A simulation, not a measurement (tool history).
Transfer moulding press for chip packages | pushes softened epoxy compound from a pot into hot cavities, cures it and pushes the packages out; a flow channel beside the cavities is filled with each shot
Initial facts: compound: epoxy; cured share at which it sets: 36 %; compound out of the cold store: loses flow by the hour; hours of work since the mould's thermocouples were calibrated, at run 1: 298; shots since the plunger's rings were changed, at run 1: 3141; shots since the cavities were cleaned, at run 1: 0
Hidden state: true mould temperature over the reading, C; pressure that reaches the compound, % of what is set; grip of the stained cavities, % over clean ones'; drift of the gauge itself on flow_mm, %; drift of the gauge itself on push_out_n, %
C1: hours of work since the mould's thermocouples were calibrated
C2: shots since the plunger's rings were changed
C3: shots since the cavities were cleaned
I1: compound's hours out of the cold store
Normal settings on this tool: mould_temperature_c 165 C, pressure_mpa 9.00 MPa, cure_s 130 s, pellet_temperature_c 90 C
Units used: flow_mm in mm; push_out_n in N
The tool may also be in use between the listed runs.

{"run": 1, "hour": 0.0, "mould_temperature_c": 165, "pressure_mpa": 9.0, "cure_s": 130, "pellet_temperature_c": 90, "C1": 298, "C2": 3141, "C3": 0, "I1": 43.6, "flow_mm": 884, "push_out_n": 494}
{"run": 2, "hour": 9.6, "mould_temperature_c": 165, "pressure_mpa": 9.0, "cure_s": 130, "pellet_temperature_c": 90, "C1": 304, "C2": 3222, "C3": 81, "I1": 42.7, "flow_mm": 887, "push_out_n": 571}
{"run": 3, "hour": 20.1, "mould_temperature_c": 165, "pressure_mpa": 9.0, "cure_s": 130, "pellet_temperature_c": 90, "C1": 310, "C2": 3310, "C3": 169, "I1": 18.6, "flow_mm": 976, "push_out_n": 676}
{"run": 4, "hour": 34.3, "mould_temperature_c": 165, "pressure_mpa": 9.0, "cure_s": 130, "pellet_temperature_c": 90, "C1": 318, "C2": 3430, "C3": 289, "I1": 30.2, "flow_mm": 930, "push_out_n": 788}
{"run": 5, "hour": 51.7, "mould_temperature_c": 165, "pressure_mpa": 9.0, "cure_s": 130, "pellet_temperature_c": 90, "C1": 328, "C2": 3577, "C3": 436, "I1": 45.6, "flow_mm": 876, "push_out_n": 880}
{"run": 6, "hour": 71.4, "mould_temperature_c": 165, "pressure_mpa": 9.0, "cure_s": 130, "pellet_temperature_c": 90, "C1": 340, "C2": 3743, "C3": 602, "I1": 16.9, "flow_mm": 983, "push_out_n": 971}
{"hour": 77.6, "done": "cavities cleaned with cleaning compound and waxed"}
{"run": 7, "hour": 90.8, "mould_temperature_c": 165, "pressure_mpa": 9.0, "cure_s": 126, "pellet_temperature_c": 90, "C1": 350, "C2": 3894, "C3": 111, "I1": 29.9, "flow_mm": 931, "push_out_n": 645}
{"run": 8, "hour": 110.4, "mould_temperature_c": 165, "pressure_mpa": 9.0, "cure_s": 130, "pellet_temperature_c": 90, "C1": 362, "C2": 4060, "C3": 277, "I1": 46.2, "flow_mm": 870, "push_out_n": 746}
{"run": 9, "hour": 127.3, "mould_temperature_c": 165, "pressure_mpa": 9.0, "cure_s": 130, "pellet_temperature_c": 90, "C1": 372, "C2": 4203, "C3": 420, "I1": 35.3, "flow_mm": 908, "push_out_n": 866}
{"run": 10, "hour": 139.5, "mould_temperature_c": 165, "pressure_mpa": 9.0, "cure_s": 130, "pellet_temperature_c": 90, "C1": 379, "C2": 4306, "C3": 523, "I1": 33.9, "flow_mm": 910, "push_out_n": 937}
{"hour": 154.7, "done": "cavities cleaned with cleaning compound and waxed"}
{"run": 11, "hour": 159.4, "mould_temperature_c": 165, "pressure_mpa": 9.0, "cure_s": 130, "pellet_temperature_c": 90, "C1": 390, "C2": 4461, "C3": 40, "I1": 46.2, "flow_mm": 863, "push_out_n": 565}
{"run": 12, "hour": 171.3, "mould_temperature_c": 165, "pressure_mpa": 9.0, "cure_s": 130, "pellet_temperature_c": 90, "C1": 397, "C2": 4561, "C3": 140, "I1": 40.7, "flow_mm": 887, "push_out_n": 652}
{"run": 13, "hour": 181.1, "mould_temperature_c": 165, "pressure_mpa": 9.0, "cure_s": 130, "pellet_temperature_c": 90, "C1": 402, "C2": 4644, "C3": 223, "I1": 30.1, "flow_mm": 917, "push_out_n": 735}
{"run": 14, "hour": 198.1, "mould_temperature_c": 163, "pressure_mpa": 9.0, "cure_s": 130, "pellet_temperature_c": 90, "C1": 412, "C2": 4788, "C3": 367, "I1": 37.3, "flow_mm": 902, "push_out_n": 889}
{"run": 15, "hour": 210.5, "mould_temperature_c": 159, "pressure_mpa": 9.46, "cure_s": 138, "pellet_temperature_c": 90, "C1": 419, "C2": 4892, "C3": 471, "I1": 33.0, "flow_mm": 957, "push_out_n": 1100}
{"hour": 231.9, "done": "cavities cleaned with cleaning compound and waxed"}
{"run": 16, "hour": 231.9, "mould_temperature_c": 172, "pressure_mpa": 7.27, "cure_s": 130, "pellet_temperature_c": 97, "C1": 431, "C2": 5060, "C3": 0, "I1": 45.2, "flow_mm": 759, "push_out_n": 454}
{"run": 17, "hour": 246.4, "mould_temperature_c": 172, "pressure_mpa": 7.27, "cure_s": 130, "pellet_temperature_c": 97, "C1": 439, "C2": 5182, "C3": 122, "I1": 26.8, "flow_mm": 814, "push_out_n": 569}
{"hour": 249.9, "done": "mould's thermocouples calibrated"}
{"run": 18, "hour": 268.3, "mould_temperature_c": 172, "pressure_mpa": 7.27, "cure_s": 130, "pellet_temperature_c": 97, "C1": 11, "C2": 5350, "C3": 290, "I1": 29.8, "flow_mm": 804, "push_out_n": 669}
{"run": 19, "hour": 277.8, "mould_temperature_c": 172, "pressure_mpa": 7.32, "cure_s": 130, "pellet_temperature_c": 96, "C1": 16, "C2": 5430, "C3": 370, "I1": 42.1, "flow_mm": 764, "push_out_n": 743}
{"run": 20, "hour": 294.7, "mould_temperature_c": 165, "pressure_mpa": 10.82, "cure_s": 115, "pellet_temperature_c": 90, "C1": 26, "C2": 5573, "C3": 513, "I1": 22.9, "flow_mm": 1039, "push_out_n": 1112}
{"hour": 311.4, "done": "cavities cleaned with cleaning compound and waxed"}
{"run": 21, "hour": 315.1, "mould_temperature_c": 165, "pressure_mpa": 9.0, "cure_s": 130, "pellet_temperature_c": 81, "C1": 37, "C2": 5733, "C3": 32, "I1": 10.7, "flow_mm": 993, "push_out_n": 573}
{"run": 22, "hour": 323.4, "mould_temperature_c": 165, "pressure_mpa": 9.0, "cure_s": 116, "pellet_temperature_c": 86, "C1": 42, "C2": 5802, "C3": 101, "I1": 46.3, "flow_mm": 859, "push_out_n": 738}
{"run": 23, "hour": 339.8, "mould_temperature_c": 164, "pressure_mpa": 8.17, "cure_s": 116, "pellet_temperature_c": 86, "C1": 52, "C2": 5941, "C3": 240, "I1": 38.1, "flow_mm": 850, "push_out_n": 927}
{"run": 24, "hour": 350.4, "mould_temperature_c": 162, "pressure_mpa": 8.17, "cure_s": 116, "pellet_temperature_c": 86, "C1": 58, "C2": 6031, "C3": 330, "I1": 31.3, "flow_mm": 879, "push_out_n": 1156}
{"hour": 360.3, "done": "plunger's sealing rings changed"}
{"run": 25, "hour": 371.9, "mould_temperature_c": 162, "pressure_mpa": 8.17, "cure_s": 116, "pellet_temperature_c": 86, "C1": 69, "C2": 98, "C3": 490, "I1": 33.1, "flow_mm": 917, "push_out_n": 1347}
{"hour": 375.8, "done": "mould's thermocouples calibrated, once more"}
{"run": 26, "hour": 386.9, "mould_temperature_c": 165, "pressure_mpa": 7.79, "cure_s": 140, "pellet_temperature_c": 90, "C1": 6, "C2": 207, "C3": 599, "I1": 41.3, "flow_mm": 858, "push_out_n": 870}
{"hour": 392.8, "done": "cavities cleaned with cleaning compound and waxed"}
{"run": 27, "hour": 403.5, "mould_temperature_c": 161, "pressure_mpa": 8.22, "cure_s": 121, "pellet_temperature_c": 87, "C1": 15, "C2": 335, "C3": 90, "I1": 44.1, "flow_mm": 886, "push_out_n": 823}

How would selected steps in flow_mm from run to run divide? Give the signed amount a tool lacking its hidden state would still show from settings, what came in and random variation, and the signed amount left for the hidden state, including any gauge scatter that is not in both of the compared results.
Run 15 -> 16: mould_temperature_c 159 -> 172, pressure_mpa 9.46 -> 7.27, cure_s 138 -> 130, pellet_temperature_c 90 -> 97, cavities cleaned with cleaning compound and waxed. flow_mm -198 mm: hidden state +7, all else -205.
Run 19 -> 20: mould_temperature_c 172 -> 165, pressure_mpa 7.32 -> 10.82, cure_s 130 -> 115, pellet_temperature_c 96 -> 90. flow_mm +275 mm: hidden state -13, all else +288.
Run 24 -> 25: plunger's sealing rings changed. flow_mm +38 mm: hidden state +48, all else -10.

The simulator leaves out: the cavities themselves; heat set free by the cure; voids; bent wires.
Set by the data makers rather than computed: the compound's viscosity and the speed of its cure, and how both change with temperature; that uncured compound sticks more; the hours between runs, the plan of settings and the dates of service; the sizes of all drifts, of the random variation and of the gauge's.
